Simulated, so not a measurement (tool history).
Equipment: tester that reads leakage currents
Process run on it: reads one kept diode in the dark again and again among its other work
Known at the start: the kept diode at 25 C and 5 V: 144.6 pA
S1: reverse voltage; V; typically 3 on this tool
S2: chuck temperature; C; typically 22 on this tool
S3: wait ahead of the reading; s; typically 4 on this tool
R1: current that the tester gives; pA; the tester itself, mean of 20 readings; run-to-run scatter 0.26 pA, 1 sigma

| run | hour | S1 | S2 | S3 | R1 |
|---|---|---|---|---|---|
| 1 | 0 | 3 | 22 | 4 | 86.84 |
| 2 | 36.5 | 3 | 22 | 4 | 86.71 |
| 3 | 63.6 | 3 | 22 | 2.59 | 86.78 |
| 4 | 110 | 3 | 22 | 4 | 86.6 |
| 5 | 132.5 | 3 | 22 | 4 | 87.23 |
|  | 160.3 | probe card cleaned and baked |
| 6 | 177.6 | 3 | 41 | 4 | 414.87 |
| 7 | 201.8 | 3 | 41 | 4 | 411.99 |
| 8 | 232.4 | 3 | 50 | 4 | 821.73 |
| 9 | 269.9 | 3 | 50 | 4 | 817.59 |
| 10 | 291.9 | 3 | 50 | 4 | 818.38 |
| 11 | 346 | 3 | 50 | 4 | 821.56 |
| 12 | 391.1 | 1.87 | 49 | 0.99 | 601.67 |
| 13 | 417.5 | 1.87 | 49 | 0.99 | 600.14 |
| 14 | 454.9 | 2.2 | 22 | 2.18 | 72.96 |
| 15 | 499.8 | 2.2 | 22 | 2.18 | 73.14 |
| 16 | 535.8 | 8.12 | 29 | 4 | 257.31 |
| 17 | 582.1 | 8.12 | 21 | 0.45 | 134.53 |

Run 18, settings as shown, results not yet in. Your forecast:
| 18 | 623.8 | 4.48 | 24 | 1.13 | ? |

{"run 18": {"R1": 124.93}}
On a tool with no hidden condition, and with the same random variation, this run would have come out at R1 126.89 pA.

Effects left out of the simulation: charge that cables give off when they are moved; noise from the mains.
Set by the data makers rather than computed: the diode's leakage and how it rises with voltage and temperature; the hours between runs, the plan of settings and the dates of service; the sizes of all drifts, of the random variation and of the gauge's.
